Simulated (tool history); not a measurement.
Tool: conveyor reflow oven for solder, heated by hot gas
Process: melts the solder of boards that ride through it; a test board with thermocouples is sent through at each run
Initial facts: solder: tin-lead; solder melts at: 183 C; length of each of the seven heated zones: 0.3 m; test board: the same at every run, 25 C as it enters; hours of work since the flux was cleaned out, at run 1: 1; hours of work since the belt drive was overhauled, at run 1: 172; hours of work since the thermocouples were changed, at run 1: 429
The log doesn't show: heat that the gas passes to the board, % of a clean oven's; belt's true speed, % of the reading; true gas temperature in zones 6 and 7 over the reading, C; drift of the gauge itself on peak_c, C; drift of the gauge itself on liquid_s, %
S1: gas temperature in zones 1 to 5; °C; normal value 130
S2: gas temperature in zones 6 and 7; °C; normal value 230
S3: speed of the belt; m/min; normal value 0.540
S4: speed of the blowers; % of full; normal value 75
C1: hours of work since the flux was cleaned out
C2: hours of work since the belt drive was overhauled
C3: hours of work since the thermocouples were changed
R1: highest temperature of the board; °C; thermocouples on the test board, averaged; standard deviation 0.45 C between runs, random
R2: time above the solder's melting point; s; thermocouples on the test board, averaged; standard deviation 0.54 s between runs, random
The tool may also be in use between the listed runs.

run 1 hour=0.0 | S1=130 S2=230 S3=0.540 S4=75 | C1=1 C2=172 C3=429 | R1=212.3 R2=44.6
run 2 hour=36.9 | S1=130 S2=230 S3=0.540 S4=75 | C1=17 C2=189 C3=446 | R1=212.4 R2=43.4
run 3 hour=111.8 | S1=130 S2=230 S3=0.540 S4=75 | C1=51 C2=222 C3=479 | R1=211.9 R2=43.6
run 4 hour=178.4 | S1=130 S2=230 S3=0.540 S4=75 | C1=81 C2=252 C3=509 | R1=211.8 R2=41.9
run 5 hour=224.5 | S1=130 S2=230 S3=0.540 S4=75 | C1=101 C2=273 C3=530 | R1=211.1 R2=43.1
run 6 hour=299.7 | S1=140 S2=230 S3=0.540 S4=75 | C1=135 C2=306 C3=563 | R1=213.2 R2=47.8
run 7 hour=347.0 | S1=130 S2=240 S3=0.540 S4=75 | C1=156 C2=327 C3=584 | R1=219.9 R2=50.2
run 8 hour=402.7 | S1=130 S2=240 S3=0.540 S4=75 | C1=181 C2=352 C3=609 | R1=219.6 R2=49.1
run 9 hour=472.9 | S1=130 S2=230 S3=0.540 S4=75 | C1=212 C2=384 C3=641 | R1=210.1 R2=43.1
run 10 hour=553.4 | S1=130 S2=230 S3=0.540 S4=75 | C1=249 C2=420 C3=677 | R1=211.1 R2=41.0
run 11 hour=588.6 | S1=134 S2=229 S3=0.540 S4=73 | C1=264 C2=436 C3=693 | R1=209.5 R2=42.2
run 12 hour=655.5 | S1=134 S2=229 S3=0.540 S4=73 | C1=294 C2=466 C3=723 | R1=209.7 R2=42.5
run 13 hour=734.6 | S1=124 S2=230 S3=0.649 S4=59 | C1=330 C2=501 C3=758 | R1=196.1 R2=19.0
run 14 hour=787.7 | S1=124 S2=239 S3=0.649 S4=82 | C1=353 C2=525 C3=782 | R1=208.5 R2=30.7
run 15 hour=837.6 | S1=118 S2=222 S3=0.474 S4=75 | C1=376 C2=547 C3=804 | R1=205.4 R2=39.9
run 16 hour=871.2 | S1=118 S2=222 S3=0.474 S4=75 | C1=391 C2=562 C3=819 | R1=205.6 R2=39.8
run 17 hour=919.6 | S1=118 S2=222 S3=0.474 S4=75 | C1=412 C2=584 C3=841 | R1=205.0 R2=39.2
run 18 hour=988.8 | S1=144 S2=244 S3=0.540 S4=70 | C1=443 C2=615 C3=872 | R1=222.8 R2=54.9
-- hour=1017.0 flux residue cleaned out of gas plates and filters
run 19 hour=1072.0 | S1=144 S2=244 S3=0.540 S4=70 | C1=25 C2=650 C3=907 | R1=228.2 R2=58.6
run 20 hour=1152.4 | S1=130 S2=228 S3=0.564 S4=75 | C1=61 C2=686 C3=943 | R1=211.8 R2=39.8

Had the tool no unlogged condition, and each run kept its random variation, what would the results have been?
run=1 R1=211.2 R2=43.7
run=2 R1=211.4 R2=42.6
run=3 R1=211.1 R2=43.0
run=4 R1=211.3 R2=41.6
run=5 R1=210.7 R2=42.9
run=6 R1=213.0 R2=47.7
run=7 R1=220.1 R2=50.3
run=8 R1=219.9 R2=49.4
run=9 R1=210.6 R2=43.8
run=10 R1=211.8 R2=41.9
run=11 R1=210.2 R2=43.2
run=12 R1=210.6 R2=43.7
run=13 R1=198.1 R2=21.5
run=14 R1=211.5 R2=33.1
run=15 R1=206.6 R2=42.2
run=16 R1=207.0 R2=42.3
run=17 R1=206.6 R2=41.9
run=18 R1=224.7 R2=56.0
run=19 R1=225.5 R2=56.7
run=20 R1=209.5 R2=37.7
